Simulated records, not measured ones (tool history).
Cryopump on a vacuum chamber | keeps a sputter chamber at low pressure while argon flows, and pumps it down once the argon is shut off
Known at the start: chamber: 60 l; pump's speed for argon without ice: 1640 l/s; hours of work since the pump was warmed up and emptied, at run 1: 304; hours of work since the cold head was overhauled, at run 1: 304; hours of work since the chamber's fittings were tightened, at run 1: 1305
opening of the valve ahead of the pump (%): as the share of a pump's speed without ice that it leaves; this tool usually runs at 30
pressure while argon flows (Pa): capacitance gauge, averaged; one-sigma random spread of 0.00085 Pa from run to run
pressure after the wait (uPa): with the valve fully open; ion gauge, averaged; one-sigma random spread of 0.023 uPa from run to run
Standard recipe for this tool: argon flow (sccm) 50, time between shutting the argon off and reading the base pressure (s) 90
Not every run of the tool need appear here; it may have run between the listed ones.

| run | hour | argon flow (sccm) | time between shutting the argon off and reading the base pressure (s) | opening of the valve ahead of the pump (%) | hours of work since the pump was warmed up and emptied | hours of work since the cold head was overhauled | hours of work since the chamber's fittings were tightened | pressure while argon flows (Pa) | pressure after the wait (uPa) |
|---|---|---|---|---|---|---|---|---|---|
| 1 | 0 | 50 | 90 | 30 | 304 | 304 | 1305 | 0.1771 | 1.15 |
| 2 | 29 | 50 | 90 | 30 | 327 | 327 | 1328 | 0.1761 | 1.15 |
| 3 | 59 | 50 | 90 | 30 | 351 | 351 | 1352 | 0.1769 | 1.19 |
| 4 | 73.2 | 50 | 90 | 30 | 362 | 362 | 1363 | 0.1785 | 1.15 |
| 5 | 87.7 | 50 | 90 | 30 | 373 | 373 | 1375 | 0.1779 | 1.16 |
| 6 | 106.2 | 50 | 90 | 37 | 388 | 388 | 1390 | 0.1443 | 1.19 |
| 7 | 121.2 | 50 | 90 | 47 | 400 | 400 | 1401 | 0.1164 | 1.18 |
| 8 | 136.9 | 50 | 90 | 39 | 413 | 413 | 1414 | 0.1394 | 1.22 |
| 9 | 159.1 | 50 | 90 | 39 | 430 | 430 | 1432 | 0.1389 | 1.23 |
| 10 | 175.4 | 21 | 36 | 39 | 443 | 443 | 1445 | 0.0586 | 1.99 |
| 11 | 188.9 | 40 | 22 | 16 | 454 | 454 | 1455 | 0.2626 | 2.8 |
| 12 | 217.6 | 40 | 22 | 16 | 477 | 477 | 1478 | 0.2635 | 2.82 |
| 13 | 231.2 | 40 | 22 | 16 | 488 | 488 | 1489 | 0.2622 | 2.92 |
| 14 | 248.4 | 25 | 87 | 15 | 501 | 501 | 1503 | 0.1752 | 1.27 |
| 15 | 266.7 | 25 | 87 | 15 | 516 | 516 | 1517 | 0.1758 | 1.22 |
| 16 | 284.8 | 25 | 87 | 15 | 530 | 530 | 1532 | 0.1772 | 1.36 |
| 17 | 301.9 | 25 | 87 | 15 | 544 | 544 | 1545 | 0.1767 | 1.28 |
| 18 | 324.7 | 25 | 87 | 15 | 562 | 562 | 1563 | 0.1764 | 1.26 |

What if the next run were any one of these 3? Each begins from the tool's condition after run 18:
| A | 347.3 | 35 | 61 | 16 | 580 | 580 | 1581 | ? | ? |
| B | 347.3 | 51 | 87 | 24 | 580 | 580 | 1581 | ? | ? |
| C | 347.3 | 58 | 34 | 15 | 580 | 580 | 1581 | ? | ? |

| run | pressure while argon flows (Pa) | pressure after the wait (uPa) |
|---|---|---|
| A | 0.2313 | 1.52 |
| B | 0.2291 | 1.29 |
| C | 0.4049 | 2.11 |
What these runs would have given with no unlogged condition in the tool:
| run | pressure while argon flows (Pa) | pressure after the wait (uPa) |
|---|---|---|
| A | 0.2244 | 0.94 |
| B | 0.219 | 0.71 |
| C | 0.3937 | 1.51 |
